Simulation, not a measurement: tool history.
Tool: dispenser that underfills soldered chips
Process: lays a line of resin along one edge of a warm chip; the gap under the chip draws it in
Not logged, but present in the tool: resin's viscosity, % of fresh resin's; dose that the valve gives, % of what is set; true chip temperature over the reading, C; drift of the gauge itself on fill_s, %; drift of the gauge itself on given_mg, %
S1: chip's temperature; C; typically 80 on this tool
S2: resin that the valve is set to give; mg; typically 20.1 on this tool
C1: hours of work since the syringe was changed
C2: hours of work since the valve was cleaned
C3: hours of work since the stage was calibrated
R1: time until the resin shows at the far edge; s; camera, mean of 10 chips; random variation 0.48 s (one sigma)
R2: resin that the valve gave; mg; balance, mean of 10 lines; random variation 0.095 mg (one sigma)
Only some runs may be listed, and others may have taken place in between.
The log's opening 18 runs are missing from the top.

-- day=8.754 new syringe of resin
run 19 day=9.088 | S1=83 S2=17.5 | C1=6 C2=71 C3=292 | R1=47.0 R2=16.42
-- day=9.304 new syringe of resin
-- day=9.450 dispensing valve cleaned and set on the balance
run 20 day=9.596 | S1=85 S2=18.7 | C1=5 C2=3 C3=300 | R1=39.6 R2=18.71
-- day=9.904 new syringe of resin
run 21 day=10.071 | S1=86 S2=25.7 | C1=3 C2=12 C3=309 | R1=32.7 R2=25.53
run 22 day=10.421 | S1=93 S2=22.1 | C1=10 C2=18 C3=316 | R1=37.4 R2=21.93
-- day=10.488 new syringe of resin
run 23 day=10.721 | S1=92 S2=17.9 | C1=4 C2=24 C3=321 | R1=29.2 R2=17.67
-- day=11.079 new syringe of resin
run 24 day=11.179 | S1=78 S2=21.8 | C1=2 C2=32 C3=330 | R1=43.1 R2=20.97
run 25 day=11.475 | S1=80 S2=25.4 | C1=8 C2=38 C3=336 | R1=53.7 R2=24.66
-- day=11.642 new syringe of resin
run 26 day=12.029 | S1=80 S2=25.4 | C1=7 C2=49 C3=346 | R1=53.1 R2=24.37
-- day=12.204 new syringe of resin
run 27 day=12.504 | S1=80 S2=25.4 | C1=6 C2=57 C3=355 | R1=48.8 R2=24.14
-- day=12.754 new syringe of resin
run 28 day=13.129 | S1=80 S2=25.4 | C1=7 C2=69 C3=367 | R1=53.4 R2=24.16
-- day=13.333 new syringe of resin
-- day=13.583 dispensing valve cleaned and set on the balance
run 29 day=13.788 | S1=94 S2=21.4 | C1=8 C2=4 C3=378 | R1=31.4 R2=21.24
-- day=13.954 new syringe of resin
run 30 day=14.375 | S1=84 S2=25.2 | C1=8 C2=15 C3=389 | R1=47.1 R2=24.80
-- day=14.517 new syringe of resin
run 31 day=15.025 | S1=71 S2=20.1 | C1=10 C2=27 C3=401 | R1=91.2 R2=19.55
-- day=15.075 new syringe of resin
run 32 day=15.475 | S1=71 S2=20.1 | C1=8 C2=36 C3=410 | R1=80.7 R2=19.29
-- day=15.625 new syringe of resin
run 33 day=15.825 | S1=94 S2=17.2 | C1=4 C2=42 C3=416 | R1=25.4 R2=16.67
-- day=16.204 new syringe of resin
run 34 day=16.462 | S1=78 S2=23.6 | C1=5 C2=54 C3=428 | R1=50.9 R2=22.43

What if the next run were any one of these 4? Each begins from the tool's condition after run 34:
-- day=16.783 new syringe of resin
run A day=17.012 | S1=89 S2=20.1 | C1=4 C2=64 C3=439 | R1=? R2=?
-- day=16.783 new syringe of resin
run B day=17.012 | S1=85 S2=20.1 | C1=4 C2=64 C3=439 | R1=? R2=?
-- day=16.783 new syringe of resin
run C day=17.012 | S1=80 S2=23.0 | C1=4 C2=64 C3=439 | R1=? R2=?
-- day=16.783 new syringe of resin
run D day=17.012 | S1=89 S2=24.1 | C1=4 C2=64 C3=439 | R1=? R2=?

run=A R1=31.3 R2=18.99
run=B R1=36.5 R2=18.95
run=C R1=44.9 R2=21.74
run=D R1=31.5 R2=22.80
Without the tool's hidden state the same runs would have given:
run=A R1=26.1 R2=20.16
run=B R1=30.4 R2=20.13
run=C R1=37.6 R2=23.09
run=D R1=26.3 R2=24.22
